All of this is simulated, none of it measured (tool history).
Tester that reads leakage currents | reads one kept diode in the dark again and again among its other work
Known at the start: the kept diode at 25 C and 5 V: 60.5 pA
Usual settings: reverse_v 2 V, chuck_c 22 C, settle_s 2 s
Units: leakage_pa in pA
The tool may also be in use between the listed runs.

Run 1, hour 0: usual settings. Result: leakage_pa 23.73 pA.
Run 2, hour 77: usual settings. Result: leakage_pa 23.57 pA.
Run 3, hour 163.6: usual settings. Result: leakage_pa 23.45 pA.
Run 4, hour 251.5: usual settings but chuck_c 33 C. Result: leakage_pa 57.98 pA.
Run 5, hour 318: usual settings but chuck_c 33 C. Result: leakage_pa 57.89 pA.
Run 6, hour 433.9: usual settings but chuck_c 33 C. Result: leakage_pa 57.39 pA.
Run 7, hour 490.8: usual settings. Result: leakage_pa 22.98 pA.
Run 8, hour 587.5: usual settings. Result: leakage_pa 23.03 pA.
At hour 630.8: chuck's temperature calibrated.
Run 9, hour 701: usual settings but settle_s 0.34 s. Result: leakage_pa 28.75 pA.
Run 10, hour 761: usual settings but chuck_c 34 C. Result: leakage_pa 73.62 pA.
Run 11, hour 863.3: usual settings but reverse_v 5.94 V. Result: leakage_pa 53.47 pA.
Run 12, hour 972.7: usual settings but reverse_v 1.64 V. Result: leakage_pa 24.29 pA.
Run 13, hour 1081.7: usual settings but reverse_v 1.64 V. Result: leakage_pa 24.34 pA.
Run 14, hour 1197.9: usual settings. Result: leakage_pa 27.44 pA.
Run 15, hour 1266.1: usual settings. Result: leakage_pa 27.19 pA.
Run 16, hour 1329.9: usual settings but reverse_v 4.21 V, chuck_c 25 C, settle_s 7.75 s. Result: leakage_pa 54.22 pA.
Run 17, hour 1387.4: usual settings but reverse_v 11.38 V, chuck_c 35 C, settle_s 1.43 s. Result: leakage_pa 218.91 pA.
Run 18, hour 1450.4: usual settings but reverse_v 8.32 V, chuck_c 25 C, settle_s 1.52 s. Result: leakage_pa 82.6 pA.
Run 19, hour 1542.9: usual settings but reverse_v 18.73 V, chuck_c 25 C, settle_s 0.64 s. Result: leakage_pa 139.51 pA.
Run 20, hour 1617.5: usual settings but reverse_v 3.71 V, chuck_c 36 C, settle_s 0.89 s. Result: leakage_pa 119.27 pA.
Run 21, hour 1679.8: usual settings but reverse_v 5.38 V, chuck_c 50 C, settle_s 0.53 s. Result: leakage_pa 421.94 pA.
Run 22, hour 1757.2: usual settings but reverse_v 6.49 V, chuck_c 29 C, settle_s 0.53 s. Result: leakage_pa 97.65 pA.
Run 23, hour 1853: usual settings but reverse_v 3.64 V, chuck_c 32 C, settle_s 8.38 s. Result: leakage_pa 84.72 pA.
Run 24, hour 1901.3: usual settings but reverse_v 5.1 V, settle_s 5.1 s. Result: leakage_pa 46.96 pA.
Run 25, hour 1961.7: usual settings but reverse_v 5.1 V, settle_s 5.1 s. Result: leakage_pa 46.59 pA.
Run 26, hour 2012.7: usual settings but reverse_v 1.18 V, settle_s 0.33 s. Result: leakage_pa 19.56 pA.
Run 27, hour 2101: usual settings but reverse_v 2.1 V, chuck_c 38 C, settle_s 0.33 s. Result: leakage_pa 97.53 pA.

Hidden state or all else? Some run-to-run changes of leakage_pa, split into what the settings, what came in and random variation would give without the hidden state, and what is left for the hidden state (with any gauge scatter that isn't in both results):
The hidden state here: stray current of the dirty probe card, pA a volt; current scale over the true one, %; true chuck temperature over the reading, C; drift of the gauge itself on leakage_pa, %.
Run 20 -> 21: reverse_v 3.71 -> 5.38, chuck_c 36 -> 50, settle_s 0.89 -> 0.53. leakage_pa +302.67 pA: hidden state -17.41, all else +320.08.
Run 21 -> 22: reverse_v 5.38 -> 6.49, chuck_c 50 -> 29. leakage_pa -324.29 pA: hidden state +19.63, all else -343.92.

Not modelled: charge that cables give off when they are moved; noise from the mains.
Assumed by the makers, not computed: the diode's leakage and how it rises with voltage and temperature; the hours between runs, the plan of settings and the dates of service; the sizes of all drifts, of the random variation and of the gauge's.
